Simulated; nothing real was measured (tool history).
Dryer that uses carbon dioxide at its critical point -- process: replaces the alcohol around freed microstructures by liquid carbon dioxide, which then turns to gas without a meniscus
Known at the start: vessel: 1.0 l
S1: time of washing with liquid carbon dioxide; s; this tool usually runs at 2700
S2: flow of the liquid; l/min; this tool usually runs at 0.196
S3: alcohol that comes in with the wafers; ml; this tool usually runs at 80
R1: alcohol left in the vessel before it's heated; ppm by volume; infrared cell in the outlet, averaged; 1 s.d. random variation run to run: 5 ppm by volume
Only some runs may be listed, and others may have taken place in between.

run	hour	S1	S2	S3	R1
1	0.0	2700	0.196	80	46
2	60.2	2700	0.196	80	81
3	109.9	2700	0.196	80	91
# hour 147.8: inlet filter changed
4	169.1	2700	0.196	80	45
5	233.2	1680	0.196	80	561
6	289.3	1680	0.196	80	611
7	340.8	1680	0.196	98	811
8	385.2	2820	0.196	80	75
9	431.0	2820	0.196	80	89
10	465.6	2700	0.196	33	83
11	522.0	2700	0.196	80	112
12	573.3	2700	0.196	80	139
13	605.2	2700	0.196	80	141
# hour 610.5: inlet filter changed
14	648.1	2700	0.213	80	87
# hour 673.1: purifier's bed changed
15	708.7	2700	0.196	85	45
16	774.5	2700	0.196	85	58
17	833.3	3120	0.208	80	36
18	903.4	3120	0.208	80	38
19	949.3	2820	0.308	38	36
20	1009.5	2820	0.308	38	43
# hour 1075.5: inlet filter changed
21	1075.6	1920	0.196	101	323
22	1127.2	3540	0.207	56	55
23	1184.9	3540	0.207	56	58
24	1224.5	3000	0.187	23	72
25	1284.8	3000	0.187	23	77
26	1342.6	1800	0.196	55	431
# hour 1373.3: purifier's bed changed
27	1415.5	1920	0.292	21	16

For each run, the measured value with the value that run would have given without the tool's hidden condition subtracted. The run-to-run variation is shared by both, the gauge scatter possibly not:
The hidden state here: flow that reaches the vessel past the clogged filter, %; alcohol in the recycled carbon dioxide, ppm; drift of the gauge itself on alcohol_ppm, %.
run	R1
1	+30
2	+47
3	+61
4	+23
5	+100
6	+156
7	+244
8	+59
9	+69
10	+65
11	+92
12	+109
13	+115
14	+78
15	+11
16	+22
17	+22
18	+31
19	+30
20	+40
21	+47
22	+50
23	+58
24	+64
25	+71
26	+206
27	+12
